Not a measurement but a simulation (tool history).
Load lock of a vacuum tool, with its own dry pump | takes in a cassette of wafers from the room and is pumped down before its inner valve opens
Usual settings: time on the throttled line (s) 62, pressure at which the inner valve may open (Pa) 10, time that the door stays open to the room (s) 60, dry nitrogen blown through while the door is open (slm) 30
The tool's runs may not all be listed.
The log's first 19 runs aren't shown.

run	day	time on the throttled line (s)	pressure at which the inner valve may open (Pa)	time that the door stays open to the room (s)	dry nitrogen blown through while the door is open (slm)	incoming humidity of the room's air, %	time from the closed door until the inner valve may open (s)	rise of the pressure with all valves shut (Pa/min)
20	195.000	35	15	101	5	42.4	76.0	0.144
21	208.338	62	9	34	21	42.0	101.1	0.128
22	218.762	104	9	34	21	40.6	135.0	0.132
23	226.571	90	17	156	30	45.3	121.1	0.163
24	233.504	98	10	164	37	47.3	130.5	0.157
25	244.354	98	10	164	31	43.5	129.9	0.163
26	252.283	121	12	73	31	48.3	148.4	0.155
27	261.017	123	10	60	43	42.6	150.9	0.149
28	273.883	35	9	137	17	45.1	80.6	0.181
# day 279.904: dry pump taken out, an overhauled one fitted
29	286.662	40	11	60	10	46.3	77.5	0.171
30	294.617	62	18	60	28	44.1	93.8	0.166
31	308.971	41	10	60	30	46.2	79.3	0.170
32	317.800	105	10	60	30	46.3	133.1	0.178

5 ways to go on from here, each from the tool as it stands after run 32. What would each give?
A	329.046	105	13	62	14	45.3	?	?
B	329.046	62	20	27	4	47.3	?	?
C	329.046	33	10	217	15	47.6	?	?
D	329.046	74	10	231	30	48.6	?	?
E	329.046	62	10	219	5	47.1	?	?

run	time from the closed door until the inner valve may open (s)	rise of the pressure with all valves shut (Pa/min)
A	131.7	0.176
B	93.9	0.183
C	72.8	0.221
D	106.7	0.213
E	97.2	0.244
Without the tool's hidden state the same runs would have given:
run	time from the closed door until the inner valve may open (s)	rise of the pressure with all valves shut (Pa/min)
A	131.5	0.016
B	93.8	0.021
C	72.6	0.059
D	106.5	0.051
E	97.0	0.082
